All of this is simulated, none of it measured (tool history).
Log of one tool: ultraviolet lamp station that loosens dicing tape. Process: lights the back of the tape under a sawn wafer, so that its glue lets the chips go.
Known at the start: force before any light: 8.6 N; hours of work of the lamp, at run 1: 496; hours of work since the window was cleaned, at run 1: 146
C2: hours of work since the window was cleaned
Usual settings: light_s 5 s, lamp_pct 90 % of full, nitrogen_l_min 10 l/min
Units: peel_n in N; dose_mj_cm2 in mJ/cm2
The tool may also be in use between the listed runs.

Run 1, hour 0: usual settings; hours of work of the lamp 496; C2 146. Result: peel_n 0.242 N, dose_mj_cm2 452 mJ/cm2.
Run 2, hour 7.8: usual settings; hours of work of the lamp 501; C2 152. Result: peel_n 0.243 N, dose_mj_cm2 450 mJ/cm2.
Run 3, hour 26.2: usual settings but light_s 10 s; hours of work of the lamp 514; C2 164. Result: peel_n 0.174 N, dose_mj_cm2 904 mJ/cm2.
Run 4, hour 41.1: usual settings; hours of work of the lamp 524; C2 174. Result: peel_n 0.237 N, dose_mj_cm2 451 mJ/cm2.
Run 5, hour 58.9: usual settings but light_s 6 s; hours of work of the lamp 536; C2 186. Result: peel_n 0.192 N, dose_mj_cm2 539 mJ/cm2.
Run 6, hour 67.9: usual settings but light_s 6 s; hours of work of the lamp 542; C2 193. Result: peel_n 0.202 N, dose_mj_cm2 535 mJ/cm2.
Run 7, hour 80: usual settings but light_s 6 s; hours of work of the lamp 550; C2 201. Result: peel_n 0.203 N, dose_mj_cm2 543 mJ/cm2.
Run 8, hour 95.2: usual settings but light_s 6 s; hours of work of the lamp 561; C2 211. Result: peel_n 0.202 N, dose_mj_cm2 541 mJ/cm2.
Run 9, hour 104.5: usual settings but light_s 4 s; hours of work of the lamp 567; C2 217. Result: peel_n 0.349 N, dose_mj_cm2 359 mJ/cm2.
Run 10, hour 120: usual settings but light_s 4 s, lamp_pct 100 % of full; hours of work of the lamp 577; C2 228. Result: peel_n 0.311 N, dose_mj_cm2 399 mJ/cm2.
Run 11, hour 137.3: usual settings but light_s 4 s, lamp_pct 100 % of full; hours of work of the lamp 589; C2 240. Result: peel_n 0.302 N, dose_mj_cm2 400 mJ/cm2.
Run 12, hour 151.8: usual settings but light_s 4 s, lamp_pct 89 % of full, nitrogen_l_min 4 l/min; hours of work of the lamp 599; C2 250. Result: peel_n 0.563 N, dose_mj_cm2 356 mJ/cm2.
Run 13, hour 164.1: usual settings but light_s 4 s, lamp_pct 89 % of full, nitrogen_l_min 4 l/min; hours of work of the lamp 607; C2 258. Result: peel_n 0.567 N, dose_mj_cm2 358 mJ/cm2.
Run 14, hour 181.8: usual settings but light_s 4 s, lamp_pct 62 % of full, nitrogen_l_min 3 l/min; hours of work of the lamp 619; C2 270. Result: peel_n 1.308 N, dose_mj_cm2 248 mJ/cm2.
Run 15, hour 192.4: usual settings but light_s 4 s, lamp_pct 70 % of full, nitrogen_l_min 6 l/min; hours of work of the lamp 627; C2 277. Result: peel_n 0.752 N, dose_mj_cm2 280 mJ/cm2.
Run 16, hour 207.6: usual settings but light_s 10 s, lamp_pct 70 % of full, nitrogen_l_min 4 l/min; hours of work of the lamp 637; C2 288. Result: peel_n 0.184 N, dose_mj_cm2 704 mJ/cm2.
Run 17, hour 224: usual settings but nitrogen_l_min 3 l/min; hours of work of the lamp 648; C2 299. Result: peel_n 0.398 N, dose_mj_cm2 449 mJ/cm2.
Run 18, hour 234.1: usual settings but light_s 4 s, nitrogen_l_min 12 l/min; hours of work of the lamp 655; C2 306. Result: peel_n 0.33 N, dose_mj_cm2 363 mJ/cm2.
Run 19, hour 249: usual settings but light_s 8 s, nitrogen_l_min 12 l/min; hours of work of the lamp 665; C2 316. Result: peel_n 0.176 N, dose_mj_cm2 722 mJ/cm2.
Run 20, hour 264.2: usual settings but nitrogen_l_min 4 l/min; hours of work of the lamp 675; C2 326. Result: peel_n 0.335 N, dose_mj_cm2 451 mJ/cm2.

5 ways to go on from here, each from the tool as it stands after run 20. What would each give?
Run A, hour 281.8: usual settings but light_s 2 s, lamp_pct 62 % of full, nitrogen_l_min 4 l/min; hours of work of the lamp 687; C2 338. Result: peel_n ?, dose_mj_cm2 ?.
Run B, hour 281.8: usual settings but light_s 6 s, nitrogen_l_min 4 l/min; hours of work of the lamp 687; C2 338. Result: peel_n ?, dose_mj_cm2 ?.
Run C, hour 281.8: usual settings but light_s 3 s, nitrogen_l_min 4 l/min; hours of work of the lamp 687; C2 338. Result: peel_n ?, dose_mj_cm2 ?.
Run D, hour 281.8: usual settings but light_s 6 s, lamp_pct 98 % of full, nitrogen_l_min 4 l/min; hours of work of the lamp 687; C2 338. Result: peel_n ?, dose_mj_cm2 ?.
Run E, hour 281.8: usual settings but light_s 6 s, lamp_pct 68 % of full, nitrogen_l_min 5 l/min; hours of work of the lamp 687; C2 338. Result: peel_n ?, dose_mj_cm2 ?.

run  peel_n  dose_mj_cm2
  A   3.076          124
  B   0.247          539
  C   0.959          271
  D   0.228          587
  E   0.358          410
Without the tool's hidden state the same runs would have given:
run  peel_n  dose_mj_cm2
  A   3.068          125
  B   0.247          540
  C   0.954          272
  D   0.227          588
  E   0.356          411
